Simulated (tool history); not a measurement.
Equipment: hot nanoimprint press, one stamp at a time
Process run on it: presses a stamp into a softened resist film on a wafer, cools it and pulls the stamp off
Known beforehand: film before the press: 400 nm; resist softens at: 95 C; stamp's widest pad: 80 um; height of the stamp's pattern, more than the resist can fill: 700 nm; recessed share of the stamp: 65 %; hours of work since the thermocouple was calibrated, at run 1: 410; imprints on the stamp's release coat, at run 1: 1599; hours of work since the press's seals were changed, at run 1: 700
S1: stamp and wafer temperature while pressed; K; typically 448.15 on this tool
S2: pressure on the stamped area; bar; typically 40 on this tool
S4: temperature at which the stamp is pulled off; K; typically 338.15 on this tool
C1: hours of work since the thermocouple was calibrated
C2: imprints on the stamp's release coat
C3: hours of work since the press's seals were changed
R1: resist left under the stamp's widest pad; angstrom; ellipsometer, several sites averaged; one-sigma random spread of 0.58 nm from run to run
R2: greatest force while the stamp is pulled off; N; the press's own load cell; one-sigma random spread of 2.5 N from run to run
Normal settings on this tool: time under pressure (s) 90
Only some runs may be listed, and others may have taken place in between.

Run 1, hour 0: usual settings; C1 410; C2 1599; C3 700. Result: R1 1883 angstrom, R2 118 N.
Run 2, hour 88.1: usual settings; C1 468; C2 1823; C3 758. Result: R1 1887 angstrom, R2 117 N.
Run 3, hour 154: usual settings; C1 511; C2 1990; C3 800. Result: R1 1882 angstrom, R2 118 N.
At hour 195.6: plate thermocouple calibrated.
At hour 227.7: stamp cleaned and given a new release coat.
Run 4, hour 227.7: usual settings; C1 17; C2 0; C3 843. Result: R1 1885 angstrom, R2 117 N.
Run 5, hour 298.1: usual settings; C1 63; C2 178; C3 888. Result: R1 1870 angstrom, R2 120 N.
Run 6, hour 360.4: usual settings; C1 103; C2 337; C3 929. Result: R1 1877 angstrom, R2 119 N.
At hour 418.8: press's hydraulic seals changed and the load cell set to zero.
Run 7, hour 455.8: usual settings; C1 160; C2 559; C3 24. Result: R1 1864 angstrom, R2 119 N.
Run 8, hour 540.9: usual settings; C1 216; C2 775; C3 80. Result: R1 1867 angstrom, R2 119 N.
Run 9, hour 631.5: usual settings but S1 455.15 K, S2 60 bar, time under pressure (s) 59; C1 275; C2 1005; C3 139. Result: R1 1354 angstrom, R2 118 N.
Run 10, hour 693.9: usual settings but S1 455.15 K, S2 36.3 bar, time under pressure (s) 59; C1 316; C2 1163; C3 179. Result: R1 1801 angstrom, R2 122 N.
Run 11, hour 739.9: usual settings but S1 455.15 K, S2 36.3 bar, time under pressure (s) 59; C1 346; C2 1280; C3 209. Result: R1 1803 angstrom, R2 117 N.
Run 12, hour 790.2: usual settings but S1 444.15 K, S2 36.3 bar, time under pressure (s) 59; C1 378; C2 1408; C3 242. Result: R1 2511 angstrom, R2 118 N.
Run 13, hour 840.8: usual settings but S1 456.15 K, S4 331.15 K; C1 411; C2 1536; C3 275. Result: R1 1432 angstrom, R2 134 N.
Run 14, hour 902.3: usual settings but S1 450.15 K, S2 55.6 bar, time under pressure (s) 82, S4 330.15 K; C1 451; C2 1693; C3 315. Result: R1 1486 angstrom, R2 137 N.
Run 15, hour 947.9: usual settings but S2 31.2 bar; C1 481; C2 1808; C3 345. Result: R1 2121 angstrom, R2 120 N.

For some of the steps in R1 from one run to the next: how much would appear even if the tool had no hidden state, given the settings, what came in and random variation, and how much remains for the hidden state plus any gauge scatter that the measured result and the result without hidden state don't share?
Hidden state present: true temperature over the reading, C; pressure that arrives at the usual setting, %; grip of the stamp's worn release coat, % over a new coat's; drift of the gauge itself on residual_nm, %; drift of the gauge itself on pull_off_n, %.
Run 12 -> 13: S1 444.15 -> 456.15, S2 36.3 -> 40, time under pressure (s) 59 -> 90, S4 338.15 -> 331.15. R1 -1079 angstrom: hidden state +17, all else -1096.
